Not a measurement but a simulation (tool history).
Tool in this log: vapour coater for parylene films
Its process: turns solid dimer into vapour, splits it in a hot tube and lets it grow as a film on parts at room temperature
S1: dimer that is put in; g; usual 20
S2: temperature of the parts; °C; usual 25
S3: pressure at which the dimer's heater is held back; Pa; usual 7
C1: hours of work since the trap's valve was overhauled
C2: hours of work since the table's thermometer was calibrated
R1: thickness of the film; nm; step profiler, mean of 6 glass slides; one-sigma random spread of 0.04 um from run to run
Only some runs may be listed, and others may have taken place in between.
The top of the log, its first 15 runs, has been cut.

run,hour,S1,S2,S3,C1,C2,R1
16,420.2,20,25,7,504,826,7720
# hour 431.8: table's thermometer calibrated
17,447.4,13,21,2.82,517,8,6450
18,473.8,20,25,5.4,529,20,8120
19,499.6,8,36,5.29,542,33,2360
20,534.2,13,19,11.65,559,50,5510
21,564.4,19,19,10.31,573,64,8240
# hour 576.5: trap's valve overhauled
22,586.6,19,19,5.45,5,73,9110
23,604.8,19,19,8.21,14,82,8510
24,630.9,19,19,8.21,26,94,8510
25,649,20,30,7,35,103,6790
26,677.2,19,22,2.65,49,117,9360
27,711.3,24,34,9.22,65,133,7020
28,741.7,24,34,9.22,80,148,7010
29,780.9,28,34,5.11,99,167,8900
30,807,27,26,5.11,112,180,10660
31,840.9,9,20,2.71,128,196,4630
32,868.6,9,20,2.71,141,210,4660

Each row is a separate what-if for the run after 32, all from the same tool condition, not one after another. Results?
A,885.1,10,29,6.42,149,218,?
B,885.1,33,22,2.29,149,218,?
C,885.1,11,34,7,149,218,?

run,R1
A,3530
B,16450
C,3330
Take away the tool's hidden state, keep each run's random variation, and the runs would have read:
run,R1
A,3530
B,16480
C,3340

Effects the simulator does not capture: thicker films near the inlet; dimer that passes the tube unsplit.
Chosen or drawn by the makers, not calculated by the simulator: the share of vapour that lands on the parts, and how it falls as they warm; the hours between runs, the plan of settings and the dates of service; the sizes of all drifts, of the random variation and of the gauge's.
